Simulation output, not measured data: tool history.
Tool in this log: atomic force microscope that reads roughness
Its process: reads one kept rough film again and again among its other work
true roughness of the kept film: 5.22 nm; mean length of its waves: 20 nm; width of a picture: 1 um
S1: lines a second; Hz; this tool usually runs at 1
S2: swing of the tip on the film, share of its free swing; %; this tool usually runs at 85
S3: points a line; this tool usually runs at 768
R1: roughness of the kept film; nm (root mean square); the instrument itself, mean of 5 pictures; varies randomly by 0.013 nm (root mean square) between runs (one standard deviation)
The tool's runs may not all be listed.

run 1 hour=0 | S1=1 S2=85 S3=768 | R1=2.206
-- hour=1.9 new tip fitted
run 2 hour=16.3 | S1=1 S2=85 S3=768 | R1=2.989
run 3 hour=28.4 | S1=1 S2=85 S3=768 | R1=2.878
run 4 hour=38.1 | S1=1 S2=85 S3=768 | R1=2.787
run 5 hour=46.5 | S1=1 S2=85 S3=768 | R1=2.703
run 6 hour=59.7 | S1=1 S2=85 S3=768 | R1=2.663
run 7 hour=74 | S1=1 S2=85 S3=768 | R1=2.539
run 8 hour=89.3 | S1=1 S2=85 S3=768 | R1=2.446
run 9 hour=104.7 | S1=1 S2=63 S3=768 | R1=2.508
run 10 hour=120.1 | S1=1 S2=85 S3=768 | R1=2.272
-- hour=125.6 new tip fitted
run 11 hour=136.4 | S1=1 S2=85 S3=768 | R1=2.938
run 12 hour=143.7 | S1=1.9 S2=85 S3=768 | R1=2.629
run 13 hour=158.1 | S1=1 S2=85 S3=476 | R1=2.742
run 14 hour=173.4 | S1=0.57 S2=85 S3=768 | R1=2.722
run 15 hour=181.2 | S1=0.57 S2=85 S3=768 | R1=2.662
run 16 hour=193 | S1=1 S2=68 S3=768 | R1=2.617
-- hour=195.2 height scale calibrated on a step standard
run 17 hour=208.9 | S1=1 S2=85 S3=768 | R1=2.356
run 18 hour=219.5 | S1=1 S2=85 S3=768 | R1=2.31
run 19 hour=228.2 | S1=1 S2=85 S3=768 | R1=2.273
run 20 hour=236.8 | S1=1 S2=85 S3=768 | R1=2.213
run 21 hour=245.3 | S1=1 S2=85 S3=768 | R1=2.179
-- hour=250.2 new tip fitted
run 22 hour=256.3 | S1=1.01 S2=86 S3=385 | R1=2.898
run 23 hour=264.7 | S1=0.81 S2=56 S3=911 | R1=3.116
-- hour=278.2 height scale calibrated on a step standard, once more
run 24 hour=279.4 | S1=1 S2=63 S3=396 | R1=2.91
run 25 hour=292.6 | S1=1 S2=63 S3=396 | R1=2.816
run 26 hour=307.9 | S1=0.56 S2=63 S3=819 | R1=2.803

What does the tool deliver on the next run?
run 27 hour=315.1 | S1=1.56 S2=84 S3=399 | R1=?

Logged for run 27: R1 2.405 nm (root mean square).
Minus the tool's unlogged condition, the same run would have read R1 2.968 nm (root mean square).

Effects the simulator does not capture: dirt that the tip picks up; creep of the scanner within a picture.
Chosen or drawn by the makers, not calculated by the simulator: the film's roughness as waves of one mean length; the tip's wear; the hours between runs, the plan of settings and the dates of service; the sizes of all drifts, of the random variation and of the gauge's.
